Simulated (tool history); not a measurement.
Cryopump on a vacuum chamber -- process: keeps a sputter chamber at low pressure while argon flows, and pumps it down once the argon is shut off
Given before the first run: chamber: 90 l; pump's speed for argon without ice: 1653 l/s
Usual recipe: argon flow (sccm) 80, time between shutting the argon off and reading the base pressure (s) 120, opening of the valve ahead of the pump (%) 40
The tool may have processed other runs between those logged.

run	day	argon flow (sccm)	time between shutting the argon off and reading the base pressure (s)	opening of the valve ahead of the pump (%)	pressure while argon flows (Pa)	pressure after the wait (uPa)
1	0	80	120	40	0.2344	0.6
2	1.575	80	120	40	0.2351	0.56
3	2.854	80	120	40	0.2335	0.57
4	4.3	80	120	40	0.2344	0.56
5	5.154	80	237	40	0.2353	0.47
6	6.567	80	237	40	0.2366	0.48
7	7.538	80	237	40	0.2376	0.46
8	9.129	80	237	40	0.2369	0.51
9	10.608	80	144	40	0.2395	0.6
10	11.704	38	120	38	0.1185	0.61
11	12.817	62	120	32	0.2275	0.61
12	13.679	80	87	40	0.2408	0.68
13	14.758	143	98	46	0.3841	0.62
14	15.742	80	120	54	0.1883	0.62

For run 15, what comes out?
15	16.883	81	120	40	?	?

pressure while argon flows (Pa): 0.2463
pressure after the wait (uPa): 0.61
With the hidden condition absent and the run-to-run variation left alone, this run would have shown pressure while argon flows (Pa) 0.2076, pressure after the wait (uPa) 0.37.

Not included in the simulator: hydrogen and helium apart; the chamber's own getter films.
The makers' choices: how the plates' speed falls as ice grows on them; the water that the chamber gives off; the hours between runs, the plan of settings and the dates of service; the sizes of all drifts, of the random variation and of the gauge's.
